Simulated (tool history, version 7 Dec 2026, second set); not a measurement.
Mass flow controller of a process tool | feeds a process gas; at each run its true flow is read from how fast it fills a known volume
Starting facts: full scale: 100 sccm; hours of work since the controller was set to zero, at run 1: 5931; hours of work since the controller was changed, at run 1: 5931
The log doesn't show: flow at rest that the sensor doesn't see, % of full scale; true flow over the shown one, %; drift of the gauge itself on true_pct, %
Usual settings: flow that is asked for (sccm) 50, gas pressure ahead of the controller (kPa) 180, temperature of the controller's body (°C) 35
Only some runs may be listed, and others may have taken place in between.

| run | hour | flow that is asked for (sccm) | gas pressure ahead of the controller (kPa) | temperature of the controller's body (°C) | hours of work since the controller was set to zero | hours of work since the controller was changed | true flow (%) |
|---|---|---|---|---|---|---|---|
| 1 | 0.0 | 50 | 180 | 35 | 5931 | 5931 | 96.18 |
| 2 | 235.4 | 50 | 180 | 35 | 6064 | 6064 | 96.15 |
| 3 | 451.5 | 50 | 180 | 35 | 6186 | 6186 | 96.17 |
|  | 479.1 | controller's zero set anew |
| 4 | 611.0 | 50 | 180 | 35 | 74 | 6275 | 95.29 |
| 5 | 740.7 | 25 | 180 | 35 | 147 | 6348 | 94.44 |
| 6 | 1052.8 | 25 | 180 | 35 | 323 | 6524 | 94.40 |
| 7 | 1254.5 | 25 | 180 | 35 | 437 | 6638 | 94.49 |
| 8 | 1550.0 | 25 | 180 | 35 | 603 | 6804 | 94.31 |
| 9 | 1745.7 | 61 | 180 | 35 | 714 | 6915 | 95.15 |
| 10 | 1926.7 | 61 | 180 | 35 | 816 | 7017 | 95.20 |
| 11 | 2185.0 | 50 | 180 | 35 | 961 | 7162 | 94.79 |
| 12 | 2431.9 | 50 | 180 | 25 | 1100 | 7301 | 94.29 |
| 13 | 2747.7 | 50 | 177 | 25 | 1278 | 7479 | 94.14 |
| 14 | 2888.7 | 50 | 177 | 25 | 1358 | 7559 | 94.10 |
| 15 | 3081.3 | 26 | 180 | 35 | 1466 | 7667 | 94.05 |
|  | 3191.6 | controller exchanged for a calibrated one |
| 16 | 3277.9 | 26 | 180 | 35 | 49 | 49 | 98.60 |
| 17 | 3519.4 | 26 | 180 | 35 | 185 | 185 | 98.48 |
| 18 | 3793.2 | 26 | 180 | 35 | 339 | 339 | 98.50 |
| 19 | 4060.2 | 26 | 180 | 35 | 489 | 489 | 98.40 |
| 20 | 4306.4 | 26 | 185 | 35 | 628 | 628 | 98.30 |
| 21 | 4527.7 | 26 | 185 | 35 | 753 | 753 | 98.13 |
| 22 | 4811.7 | 19 | 180 | 34 | 913 | 913 | 98.10 |

What will run 23 give?
| 23 | 5000.3 | 80 | 180 | 22 | 1019 | 1019 | ? |

{"run 23": {"true flow (%)": 98.91}}
Had the tool carried no hidden state, the very same run would have given true flow (%) 99.30.

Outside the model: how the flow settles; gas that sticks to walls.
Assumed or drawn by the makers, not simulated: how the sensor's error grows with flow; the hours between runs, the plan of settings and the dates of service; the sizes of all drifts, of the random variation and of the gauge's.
